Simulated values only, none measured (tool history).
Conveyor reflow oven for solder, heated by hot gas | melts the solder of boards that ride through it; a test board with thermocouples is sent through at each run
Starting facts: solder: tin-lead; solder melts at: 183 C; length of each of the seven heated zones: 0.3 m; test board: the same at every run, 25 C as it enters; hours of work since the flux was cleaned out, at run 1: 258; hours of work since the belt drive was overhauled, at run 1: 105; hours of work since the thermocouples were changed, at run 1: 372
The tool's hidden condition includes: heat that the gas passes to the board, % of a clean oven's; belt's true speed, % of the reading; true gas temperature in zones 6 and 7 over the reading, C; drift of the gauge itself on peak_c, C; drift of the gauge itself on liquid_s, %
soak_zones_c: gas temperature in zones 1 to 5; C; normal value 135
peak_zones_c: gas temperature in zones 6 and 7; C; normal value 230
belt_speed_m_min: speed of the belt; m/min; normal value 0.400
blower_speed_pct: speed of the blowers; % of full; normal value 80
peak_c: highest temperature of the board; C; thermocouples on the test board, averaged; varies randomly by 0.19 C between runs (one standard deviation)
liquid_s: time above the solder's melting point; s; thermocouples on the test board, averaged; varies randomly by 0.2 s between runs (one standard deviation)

run	hour	soak_zones_c	peak_zones_c	belt_speed_m_min	blower_speed_pct	hours of work since the flux was cleaned out	hours of work since the belt drive was overhauled	hours of work since the thermocouples were changed	peak_c	liquid_s
1	0.0	135	230	0.400	80	258	105	372	212.3	60.9
2	10.4	135	230	0.400	80	266	113	380	212.0	60.8
3	22.8	135	230	0.400	80	275	123	389	211.8	60.9
4	38.2	135	230	0.400	80	287	134	401	212.0	60.6
# hour 59.1: flux residue cleaned out of gas plates and filters
5	60.1	135	229	0.400	80	1	147	414	213.6	63.1
6	68.5	135	230	0.400	57	7	154	421	208.6	55.0
7	77.0	135	230	0.400	56	14	160	427	207.9	54.5
8	91.6	135	230	0.400	80	25	172	438	214.3	63.3
9	105.7	135	230	0.400	80	36	182	449	213.9	63.4
10	118.0	135	230	0.400	80	45	192	459	214.4	63.6
11	131.0	126	230	0.331	80	55	202	469	218.0	79.3
12	148.2	135	243	0.400	72	68	215	482	223.3	70.5
13	166.2	135	243	0.400	72	82	229	496	222.9	70.4
14	178.3	140	243	0.355	72	91	238	505	227.6	86.2
15	194.4	135	218	0.435	80	104	251	517	201.3	42.9
16	207.0	135	219	0.336	84	114	260	527	208.8	72.4
17	214.5	121	219	0.336	59	119	266	533	202.0	52.2
18	230.8	135	230	0.364	60	132	278	545	211.5	65.7

For run 19, what comes out?
19	238.7	135	230	0.364	60	138	285	551	?	?

{"run 19": {"peak_c": 211.1, "liquid_s": 65.9}}
Minus the tool's unlogged condition, the same run would have read peak_c 212.5 C, liquid_s 67.8 s.

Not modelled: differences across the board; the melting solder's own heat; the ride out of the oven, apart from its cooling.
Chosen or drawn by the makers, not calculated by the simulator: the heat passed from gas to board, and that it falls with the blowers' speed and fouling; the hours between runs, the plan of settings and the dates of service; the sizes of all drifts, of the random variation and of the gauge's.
